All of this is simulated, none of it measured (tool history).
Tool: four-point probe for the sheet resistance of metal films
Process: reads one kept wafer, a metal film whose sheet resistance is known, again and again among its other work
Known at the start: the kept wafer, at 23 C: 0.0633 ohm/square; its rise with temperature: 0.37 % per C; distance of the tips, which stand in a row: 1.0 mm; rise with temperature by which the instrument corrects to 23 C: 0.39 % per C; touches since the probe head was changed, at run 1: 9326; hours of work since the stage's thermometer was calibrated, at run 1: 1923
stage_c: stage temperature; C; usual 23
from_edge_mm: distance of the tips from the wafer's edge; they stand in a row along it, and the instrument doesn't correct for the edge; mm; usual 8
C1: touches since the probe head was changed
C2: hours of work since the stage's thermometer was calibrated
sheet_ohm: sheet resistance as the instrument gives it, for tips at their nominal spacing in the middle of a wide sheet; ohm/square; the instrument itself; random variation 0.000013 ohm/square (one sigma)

Run 1, hour 0.0: usual settings; C1 9326; C2 1923. Result: sheet_ohm 0.063940 ohm/square.
Run 2, hour 77.3: usual settings; C1 12365; C2 1979. Result: sheet_ohm 0.063899 ohm/square.
Run 3, hour 153.0: usual settings; C1 15344; C2 2033. Result: sheet_ohm 0.063887 ohm/square.
Run 4, hour 261.2: usual settings; C1 19601; C2 2111. Result: sheet_ohm 0.063903 ohm/square.
Run 5, hour 322.4: usual settings; C1 22006; C2 2155. Result: sheet_ohm 0.063896 ohm/square.
Run 6, hour 397.8: usual settings; C1 24974; C2 2209. Result: sheet_ohm 0.063897 ohm/square.
Run 7, hour 503.5: usual settings; C1 29133; C2 2285. Result: sheet_ohm 0.063886 ohm/square.
Run 8, hour 588.7: usual settings; C1 32482; C2 2346. Result: sheet_ohm 0.063862 ohm/square.
Run 9, hour 699.5: usual settings; C1 36841; C2 2425. Result: sheet_ohm 0.063855 ohm/square.
At hour 730.6: stage's thermometer calibrated.
Run 10, hour 809.2: usual settings; C1 41134; C2 56. Result: sheet_ohm 0.063970 ohm/square.
Run 11, hour 916.9: usual settings but stage_c 27 C; C1 45372; C2 134. Result: sheet_ohm 0.063911 ohm/square.
Run 12, hour 966.6: usual settings but stage_c 27 C; C1 47328; C2 169. Result: sheet_ohm 0.063908 ohm/square.
Run 13, hour 1079.6: usual settings but stage_c 24 C; C1 51773; C2 250. Result: sheet_ohm 0.063898 ohm/square.
Run 14, hour 1145.3: usual settings but stage_c 24 C; C1 54357; C2 297. Result: sheet_ohm 0.063879 ohm/square.
Run 15, hour 1215.1: usual settings but stage_c 34 C; C1 57102; C2 347. Result: sheet_ohm 0.063795 ohm/square.
Run 16, hour 1324.9: usual settings but stage_c 34 C; C1 61418; C2 426. Result: sheet_ohm 0.063802 ohm/square.
Run 17, hour 1379.7: usual settings but stage_c 34 C; C1 63577; C2 465. Result: sheet_ohm 0.063791 ohm/square.
At hour 1386.4: stage's thermometer calibrated, once more.
Run 18, hour 1466.7: usual settings but from_edge_mm 5 mm; C1 66978; C2 58. Result: sheet_ohm 0.064335 ohm/square.
Run 19, hour 1570.6: usual settings but from_edge_mm 5 mm; C1 71063; C2 132. Result: sheet_ohm 0.064333 ohm/square.
Run 20, hour 1627.2: usual settings but stage_c 31 C; C1 73292; C2 173. Result: sheet_ohm 0.063454 ohm/square.
Run 21, hour 1737.5: usual settings but stage_c 20 C; C1 77629; C2 252. Result: sheet_ohm 0.063530 ohm/square.
Run 22, hour 1838.2: usual settings but stage_c 20 C; C1 81590; C2 324. Result: sheet_ohm 0.063520 ohm/square.
Run 23, hour 1887.4: usual settings but stage_c 20 C; C1 83524; C2 359. Result: sheet_ohm 0.063511 ohm/square.
Run 24, hour 1996.6: usual settings but stage_c 20 C; C1 87823; C2 438. Result: sheet_ohm 0.063488 ohm/square.
Run 25, hour 2090.5: usual settings but stage_c 21 C; C1 91516; C2 505. Result: sheet_ohm 0.063475 ohm/square.
Run 26, hour 2172.4: usual settings but stage_c 21 C; C1 94735; C2 564. Result: sheet_ohm 0.063481 ohm/square.
Run 27, hour 2245.0: usual settings but stage_c 30 C, from_edge_mm 9 mm; C1 97593; C2 616. Result: sheet_ohm 0.063283 ohm/square.
Run 28, hour 2342.5: usual settings but stage_c 34 C; C1 101426; C2 686. Result: sheet_ohm 0.063351 ohm/square.
Run 29, hour 2455.7: usual settings but stage_c 24 C, from_edge_mm 9 mm; C1 105879; C2 767. Result: sheet_ohm 0.063307 ohm/square.
Run 30, hour 2504.0: usual settings but stage_c 24 C, from_edge_mm 9 mm; C1 107779; C2 801. Result: sheet_ohm 0.063296 ohm/square.
Run 31, hour 2606.8: usual settings but from_edge_mm 14 mm; C1 111823; C2 875. Result: sheet_ohm 0.063042 ohm/square.
Run 32, hour 2705.6: usual settings but stage_c 19 C, from_edge_mm 45 mm; C1 115708; C2 946. Result: sheet_ohm 0.062950 ohm/square.
Run 33, hour 2778.2: usual settings but from_edge_mm 57 mm; C1 118565; C2 998. Result: sheet_ohm 0.062871 ohm/square.
Run 34, hour 2837.1: usual settings but stage_c 32 C, from_edge_mm 28 mm; C1 120883; C2 1040. Result: sheet_ohm 0.062819 ohm/square.
Run 35, hour 2934.5: usual settings but stage_c 32 C, from_edge_mm 28 mm; C1 124712; C2 1110. Result: sheet_ohm 0.062827 ohm/square.
Run 36, hour 2995.5: usual settings but stage_c 32 C, from_edge_mm 28 mm; C1 127112; C2 1154. Result: sheet_ohm 0.062825 ohm/square.
Run 37, hour 3109.0: usual settings but stage_c 32 C, from_edge_mm 28 mm; C1 131574; C2 1235. Result: sheet_ohm 0.062789 ohm/square.
Run 38, hour 3193.4: usual settings but stage_c 27 C, from_edge_mm 11 mm; C1 134897; C2 1296. Result: sheet_ohm 0.063078 ohm/square.
Run 39, hour 3285.5: usual settings but stage_c 19 C; C1 138517; C2 1362. Result: sheet_ohm 0.063386 ohm/square.
Run 40, hour 3347.2: usual settings but stage_c 19 C; C1 140947; C2 1406. Result: sheet_ohm 0.063335 ohm/square.
Run 41, hour 3444.1: usual settings but stage_c 27 C, from_edge_mm 4 mm; C1 144755; C2 1475. Result: sheet_ohm 0.064813 ohm/square.
Run 42, hour 3529.3: usual settings but stage_c 24 C, from_edge_mm 15 mm; C1 148107; C2 1536. Result: sheet_ohm 0.062940 ohm/square.
Run 43, hour 3610.3: usual settings but stage_c 29 C, from_edge_mm 36 mm; C1 151294; C2 1595. Result: sheet_ohm 0.062752 ohm/square.
Run 44, hour 3677.3: usual settings but stage_c 29 C, from_edge_mm 36 mm; C1 153929; C2 1643. Result: sheet_ohm 0.062747 ohm/square.

Forecast each of these 4 alternatives for the next run:
Run A, hour 3788.2: usual settings but from_edge_mm 40 mm; C1 158292; C2 1722. Result: sheet_ohm ?.
Run B, hour 3788.2: usual settings but from_edge_mm 9 mm; C1 158292; C2 1722. Result: sheet_ohm ?.
Run C, hour 3788.2: usual settings but stage_c 18 C, from_edge_mm 4 mm; C1 158292; C2 1722. Result: sheet_ohm ?.
Run D, hour 3788.2: usual settings but stage_c 22 C, from_edge_mm 6 mm; C1 158292; C2 1722. Result: sheet_ohm ?.

run  sheet_ohm
  A   0.062795
  B   0.063183
  C   0.064872
  D   0.063700
Without the tool's hidden state the same runs would have given:
run  sheet_ohm
  A   0.063322
  B   0.063713
  C   0.065412
  D   0.064233
